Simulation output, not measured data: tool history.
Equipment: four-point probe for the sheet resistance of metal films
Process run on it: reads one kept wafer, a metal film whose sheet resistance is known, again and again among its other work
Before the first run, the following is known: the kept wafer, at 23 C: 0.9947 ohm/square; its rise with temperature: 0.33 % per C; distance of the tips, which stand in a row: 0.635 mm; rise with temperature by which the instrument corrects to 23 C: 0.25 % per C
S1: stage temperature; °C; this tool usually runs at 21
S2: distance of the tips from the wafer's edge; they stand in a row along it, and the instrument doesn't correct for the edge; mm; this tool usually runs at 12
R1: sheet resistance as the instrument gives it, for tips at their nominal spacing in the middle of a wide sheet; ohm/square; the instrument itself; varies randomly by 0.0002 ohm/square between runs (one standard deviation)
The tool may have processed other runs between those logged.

run	day	S1	S2	R1
1	0	21	12	0.993424
2	1.958	23	12	0.995347
3	3.479	21	8	0.995472
4	4.375	21	8	0.995853
5	5.388	21	8	0.995928
6	6.942	25	12	0.997297
7	8.383	25	12	0.997368
8	9.6	25	12	0.997397
9	10.525	25	12	0.997531
10	12.146	25	12	0.997841
11	13.125	25	12	0.997738
12	14.925	25	12	0.99772
13	15.904	21	58	0.992892
14	17.967	21	58	0.99339
15	19.912	21	58	0.99306
# day 20.088: stage's thermometer calibrated
16	20.95	35	3	1.027908
17	22.171	21	4	1.006592
# day 23.596: stage's thermometer calibrated, once more
18	23.675	25	4	1.010873
19	25.446	33	14	1.005002
20	27.483	24	12	0.99825
21	29.362	22	10	0.997403

4 options for the next run, each taken on its own from the tool as it stands now. Forecast them:
A	31.338	19	70	?
B	31.338	19	30	?
C	31.338	20	73	?
D	31.338	26	46	?

run	R1
A	0.993057
B	0.993261
C	0.993793
D	0.998783
What these runs would have given with no unlogged condition in the tool:
run	R1
A	0.991614
B	0.991818
C	0.992349
D	0.997334
